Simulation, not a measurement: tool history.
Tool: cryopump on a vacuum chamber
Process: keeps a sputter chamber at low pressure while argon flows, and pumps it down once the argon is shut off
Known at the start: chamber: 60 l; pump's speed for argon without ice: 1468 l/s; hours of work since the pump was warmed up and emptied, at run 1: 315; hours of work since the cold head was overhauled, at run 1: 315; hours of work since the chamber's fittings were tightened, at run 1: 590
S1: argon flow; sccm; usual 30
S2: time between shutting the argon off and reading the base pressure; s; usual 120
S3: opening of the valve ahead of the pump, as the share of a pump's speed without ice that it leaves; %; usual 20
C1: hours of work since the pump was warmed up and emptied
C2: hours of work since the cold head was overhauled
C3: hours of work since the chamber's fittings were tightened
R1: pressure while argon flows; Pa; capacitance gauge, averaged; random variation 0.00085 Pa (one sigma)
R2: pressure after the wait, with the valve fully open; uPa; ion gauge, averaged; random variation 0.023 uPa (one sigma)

run,hour,S1,S2,S3,C1,C2,C3,R1,R2
1,0.0,30,120,20,315,315,590,0.1739,1.80
2,21.0,30,120,49,329,329,604,0.0736,1.91
3,41.8,30,120,20,342,342,617,0.1749,1.81
4,67.2,30,120,20,359,359,634,0.1748,1.91
5,83.4,19,120,20,370,370,645,0.1110,1.91
6,108.2,20,120,20,386,386,661,0.1160,1.93
7,126.0,20,120,20,398,398,673,0.1175,1.95
8,153.9,20,120,20,416,416,691,0.1162,1.99
9,169.8,20,66,20,427,427,702,0.1166,2.44
10,194.6,20,66,20,443,443,718,0.1163,2.51
11,211.1,20,66,20,454,454,729,0.1167,2.51
12,223.8,30,120,20,462,462,737,0.1760,2.16
13,237.6,33,120,20,471,471,746,0.1934,2.07
14,266.4,33,120,20,490,490,765,0.1934,2.21
15,286.2,30,104,20,503,503,778,0.1761,2.26
16,306.6,30,104,20,517,517,792,0.1761,2.29
17,330.3,30,104,20,533,533,807,0.1763,2.34
18,354.9,36,21,20,549,549,824,0.2101,5.04
19,380.2,28,120,33,565,565,840,0.1019,2.28
20,398.4,28,120,33,577,577,852,0.1014,2.36
21,413.7,28,120,33,587,587,862,0.1005,2.38
22,437.5,28,120,33,603,603,878,0.1022,2.36
23,457.6,28,120,33,616,616,891,0.1026,2.37
24,479.7,28,120,33,631,631,906,0.1021,2.39
25,501.4,28,120,33,645,645,920,0.1022,2.39
26,526.6,26,236,33,662,662,937,0.0956,2.23
27,541.6,17,236,25,672,672,947,0.0817,2.27
28,562.5,17,236,53,685,685,960,0.0394,2.27
29,592.1,41,236,21,705,705,980,0.2321,2.33
30,618.6,41,211,49,722,722,997,0.1042,2.37
31,648.1,41,211,49,742,742,1017,0.1037,2.45
32,679.2,41,211,49,762,762,1037,0.1043,2.48
33,705.6,41,77,18,780,780,1055,0.2710,3.02

Hidden state or all else? Some run-to-run changes of R1, split into what the settings, what came in and random variation would give without the hidden state, and what is left for the hidden state (with any gauge scatter that isn't in both results):
The hidden state here: pump's speed, % of a pump's without ice; cold plate's temperature, K; leak into the chamber, uPa l/s; drift of the gauge itself on working_pa, %; drift of the gauge itself on base_upa, %.
Run 11 -> 12: S1 20 -> 30, S2 66 -> 120. R1 +0.0593 Pa: hidden state +0.0012, all else +0.0581.
Run 26 -> 27: S1 26 -> 17, S3 33 -> 25. R1 -0.0139 Pa: hidden state -0.0014, all else -0.0125.
Run 28 -> 29: S1 17 -> 41, S3 53 -> 21. R1 +0.1927 Pa: hidden state +0.0044, all else +0.1883.
Run 29 -> 30: S2 236 -> 211, S3 21 -> 49. R1 -0.1279 Pa: hidden state +0.0002, all else -0.1281.
Run 32 -> 33: S2 211 -> 77, S3 49 -> 18. R1 +0.1667 Pa: hidden state +0.0003, all else +0.1664.
